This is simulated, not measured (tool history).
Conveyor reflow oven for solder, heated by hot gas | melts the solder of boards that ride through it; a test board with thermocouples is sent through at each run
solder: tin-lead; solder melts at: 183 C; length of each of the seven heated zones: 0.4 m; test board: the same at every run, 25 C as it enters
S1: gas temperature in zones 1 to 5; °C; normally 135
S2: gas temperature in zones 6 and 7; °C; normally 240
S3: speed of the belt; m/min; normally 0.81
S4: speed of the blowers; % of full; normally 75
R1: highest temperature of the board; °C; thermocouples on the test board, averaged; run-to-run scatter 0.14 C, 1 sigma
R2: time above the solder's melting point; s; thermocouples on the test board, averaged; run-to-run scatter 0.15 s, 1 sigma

{"run": 1, "day": 0.0, "S1": 135, "S2": 240, "S3": 0.81, "S4": 75, "R1": 220.4, "R2": 45.2}
{"run": 2, "day": 1.133, "S1": 135, "S2": 240, "S3": 0.81, "S4": 75, "R1": 220.5, "R2": 45.3}
{"run": 3, "day": 2.583, "S1": 135, "S2": 240, "S3": 0.81, "S4": 75, "R1": 220, "R2": 45.3}
{"run": 4, "day": 4.021, "S1": 135, "S2": 240, "S3": 0.81, "S4": 75, "R1": 220.3, "R2": 45.2}
{"run": 5, "day": 6.171, "S1": 135, "S2": 240, "S3": 0.81, "S4": 75, "R1": 220.1, "R2": 45.2}
{"run": 6, "day": 7.196, "S1": 135, "S2": 240, "S3": 0.81, "S4": 75, "R1": 219.9, "R2": 45.1}
{"run": 7, "day": 9.304, "S1": 135, "S2": 240, "S3": 0.81, "S4": 75, "R1": 219.8, "R2": 45.1}
{"run": 8, "day": 10.721, "S1": 135, "S2": 240, "S3": 0.81, "S4": 75, "R1": 219.9, "R2": 45.1}
{"run": 9, "day": 12.038, "S1": 135, "S2": 240, "S3": 0.81, "S4": 75, "R1": 219.6, "R2": 44.9}
{"run": 10, "day": 13.388, "S1": 126, "S2": 240, "S3": 0.81, "S4": 75, "R1": 217.7, "R2": 41.8}
{"run": 11, "day": 14.421, "S1": 135, "S2": 240, "S3": 0.81, "S4": 73, "R1": 219.1, "R2": 44.7}
{"run": 12, "day": 15.533, "S1": 135, "S2": 240, "S3": 0.81, "S4": 73, "R1": 218.9, "R2": 44.7}
{"run": 13, "day": 16.979, "S1": 135, "S2": 240, "S3": 0.893, "S4": 75, "R1": 215.7, "R2": 38}
{"run": 14, "day": 18.154, "S1": 135, "S2": 240, "S3": 0.71, "S4": 52, "R1": 217, "R2": 48.9}
{"run": 15, "day": 19.104, "S1": 135, "S2": 240, "S3": 0.71, "S4": 52, "R1": 216.5, "R2": 49.1}
{"run": 16, "day": 21.025, "S1": 135, "S2": 240, "S3": 0.71, "S4": 52, "R1": 216.8, "R2": 49.1}
{"run": 17, "day": 22.008, "S1": 135, "S2": 240, "S3": 0.71, "S4": 52, "R1": 216.6, "R2": 48.9}
{"day": 23.396, "done": "thermocouples of zones 6 and 7 changed"}
{"run": 18, "day": 23.575, "S1": 139, "S2": 240, "S3": 0.81, "S4": 74, "R1": 218, "R2": 45}
{"run": 19, "day": 25.417, "S1": 139, "S2": 240, "S3": 0.81, "S4": 74, "R1": 217.6, "R2": 44.6}
{"day": 26.596, "done": "flux residue cleaned out of gas plates and filters"}
{"run": 20, "day": 27.8, "S1": 135, "S2": 238, "S3": 0.81, "S4": 87, "R1": 221.4, "R2": 47}
{"run": 21, "day": 29.175, "S1": 139, "S2": 238, "S3": 0.887, "S4": 57, "R1": 209.2, "R2": 35}
{"run": 22, "day": 30.304, "S1": 130, "S2": 240, "S3": 0.81, "S4": 57, "R1": 212.6, "R2": 38.7}
{"run": 23, "day": 31.471, "S1": 127, "S2": 240, "S3": 0.712, "S4": 57, "R1": 217.4, "R2": 47.5}
{"run": 24, "day": 33.171, "S1": 127, "S2": 240, "S3": 0.942, "S4": 61, "R1": 206.6, "R2": 27.9}

Each row is a separate what-if for the run after 24, all from the same tool condition, not one after another. Results?
{"run": "A", "day": 34.892, "S1": 134, "S2": 240, "S3": 0.81, "S4": 75, "R1": "?", "R2": "?"}
{"run": "B", "day": 34.892, "S1": 127, "S2": 239, "S3": 0.942, "S4": 61, "R1": "?", "R2": "?"}
{"run": "C", "day": 34.892, "S1": 135, "S2": 240, "S3": 0.81, "S4": 72, "R1": "?", "R2": "?"}
{"run": "D", "day": 34.892, "S1": 135, "S2": 240, "S3": 0.87, "S4": 75, "R1": "?", "R2": "?"}

run=A R1=219.7 R2=45.4
run=B R1=205.8 R2=27.2
run=C R1=219.2 R2=45.1
run=D R1=217.2 R2=40.9
Without the tool's hidden state the same runs would have given:
run=A R1=219.5 R2=44.3
run=B R1=205.5 R2=26.3
run=C R1=219 R2=44
run=D R1=217 R2=39.9

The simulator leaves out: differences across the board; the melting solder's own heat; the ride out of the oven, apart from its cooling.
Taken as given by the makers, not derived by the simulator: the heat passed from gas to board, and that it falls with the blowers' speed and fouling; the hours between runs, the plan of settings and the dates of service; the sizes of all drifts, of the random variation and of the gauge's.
